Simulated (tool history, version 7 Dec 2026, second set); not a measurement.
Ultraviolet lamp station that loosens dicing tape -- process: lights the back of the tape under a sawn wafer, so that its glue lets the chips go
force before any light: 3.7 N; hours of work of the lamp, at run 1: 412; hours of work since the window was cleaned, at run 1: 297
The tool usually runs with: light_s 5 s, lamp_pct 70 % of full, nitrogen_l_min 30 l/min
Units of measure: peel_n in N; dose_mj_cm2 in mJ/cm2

run     day  light_s  lamp_pct  nitrogen_l_min  hours of work of the lamp  hours of work since the window was cleaned  peel_n  dose_mj_cm2
  1   0.000        5        70              30                        412                                         297   0.458          252
  2   1.238        5        70              30                        425                                         310   0.454          246
  3   1.967        5        70              44                        432                                         317   0.363          248
  4   3.012        5        70              30                        442                                         328   0.477          245
      3.225  -- window cleaned of glue's vapour
  5   4.146        5        92              30                        454                                           9   0.294          346
  6   4.938        5        92              30                        462                                          17   0.300          348
  7   5.688        5        92              30                        469                                          25   0.300          351
  8   6.392        5        92              30                        476                                          32   0.308          347
  9   7.658        5        92              30                        489                                          44   0.308          346
 10   9.071        5        92              30                        503                                          59   0.307          342
 11  10.471        5        92              41                        517                                          73   0.277          341
 12  11.396        5        70              30                        526                                          82   0.441          254
 13  12.088        5        70              30                        533                                          89   0.425          255
 14  13.033        5        70              30                        543                                          98   0.434          255
 15  14.412        5        70              30                        557                                         112   0.438          253
 16  15.317        5        97              36                        566                                         121   0.264          349
 17  16.288        6        74              51                        575                                         131   0.277          320
 18  17.396        3        74              51                        586                                         142   0.618          160

The next listed run, before its measurement:
 19  18.292        5        84              28                        595                                         151       ?            ?

peel_n: 0.360 N
dose_mj_cm2: 296 mJ/cm2
With the hidden condition absent and the run-to-run variation left alone, this run would have shown peel_n 0.299 N, dose_mj_cm2 349 mJ/cm2.
